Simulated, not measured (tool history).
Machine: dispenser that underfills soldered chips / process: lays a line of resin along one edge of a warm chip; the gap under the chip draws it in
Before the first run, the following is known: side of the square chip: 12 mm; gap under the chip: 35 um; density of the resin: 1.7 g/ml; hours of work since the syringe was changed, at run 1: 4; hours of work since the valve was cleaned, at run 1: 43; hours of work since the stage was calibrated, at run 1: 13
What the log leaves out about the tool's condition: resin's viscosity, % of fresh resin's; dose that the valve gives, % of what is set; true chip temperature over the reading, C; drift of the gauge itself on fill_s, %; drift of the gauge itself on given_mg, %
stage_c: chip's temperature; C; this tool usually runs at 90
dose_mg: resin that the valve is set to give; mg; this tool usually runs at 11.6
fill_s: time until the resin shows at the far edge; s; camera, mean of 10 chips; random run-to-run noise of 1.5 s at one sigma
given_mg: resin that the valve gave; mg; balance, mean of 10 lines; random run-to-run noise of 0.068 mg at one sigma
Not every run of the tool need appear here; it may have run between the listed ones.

run,day,stage_c,dose_mg,hours of work since the syringe was changed,hours of work since the valve was cleaned,hours of work since the stage was calibrated,fill_s,given_mg
1,0.000,90,11.6,4,43,13,217.5,11.40
2,0.079,90,11.6,6,45,15,245.6,11.42
3,0.217,90,11.6,8,47,17,308.9,11.29
# day 0.238: new syringe of resin
4,0.354,90,11.6,2,49,19,177.0,11.27
5,0.512,86,11.6,5,52,22,264.4,11.40
6,0.617,86,11.6,7,54,24,313.2,11.23
# day 0.717: new syringe of resin
7,0.754,86,10.1,1,56,26,192.3,9.91
8,0.896,86,10.1,3,59,29,243.5,9.79
9,1.071,90,11.6,6,62,32,264.4,11.17
# day 1.208: new syringe of resin
10,1.208,90,11.6,0,64,34,149.6,11.25
11,1.317,90,11.6,2,66,36,180.7,11.24
12,1.412,90,11.6,4,68,38,211.2,11.21
13,1.592,90,11.6,7,71,41,280.2,11.15
# day 1.688: new syringe of resin
14,1.738,90,11.6,1,74,44,162.3,11.09
15,1.862,90,11.6,3,76,46,201.3,11.11
16,2.000,90,11.6,6,78,48,247.6,11.09
# day 2.171: new syringe of resin
17,2.192,90,11.6,0,82,52,157.5,11.10
18,2.283,90,10.9,2,83,53,186.2,10.42
19,2.412,80,14.9,4,86,56,314.6,14.14
# day 2.471: dispensing valve cleaned and set on the balance
20,2.550,90,13.8,6,1,57,246.9,13.87
# day 2.696: new syringe of resin
21,2.750,90,10.4,1,5,61,165.4,10.27
22,2.879,90,13.3,3,7,63,197.8,13.43
23,3.067,102,13.0,7,11,67,169.1,12.85
# day 3.188: new syringe of resin
24,3.250,92,12.3,1,14,70,152.8,12.24
25,3.362,92,12.3,3,16,72,185.7,12.33
26,3.521,90,14.7,6,19,75,249.4,14.72
27,3.621,104,11.5,8,20,76,180.3,11.48
# day 3.679: new syringe of resin
28,3.712,104,11.5,1,22,78,92.3,11.34
29,3.796,103,11.6,2,23,79,111.0,11.44
30,3.925,100,13.3,4,26,82,146.9,13.26
31,4.112,100,13.3,8,29,85,197.8,13.01
# day 4.171: new syringe of resin
32,4.275,90,11.7,2,32,88,178.8,11.44
33,4.438,89,13.5,5,35,91,235.2,13.49
34,4.579,77,12.4,7,37,93,485.3,12.33
# day 4.658: new syringe of resin
35,4.671,93,10.8,0,39,95,145.9,10.60

What if the next run were any one of these 3? Each begins from the tool's condition after run 35:
A,4.838,90,10.7,3,42,98,?,?
B,4.838,90,12.3,3,42,98,?,?
C,4.838,78,10.8,3,42,98,?,?

run,fill_s,given_mg
A,213.4,10.54
B,203.3,12.01
C,341.6,10.48
Stripped of hidden state, with their random variation kept, the same runs would have yielded:
run,fill_s,given_mg
A,152.8,10.77
B,146.2,12.27
C,244.2,10.71
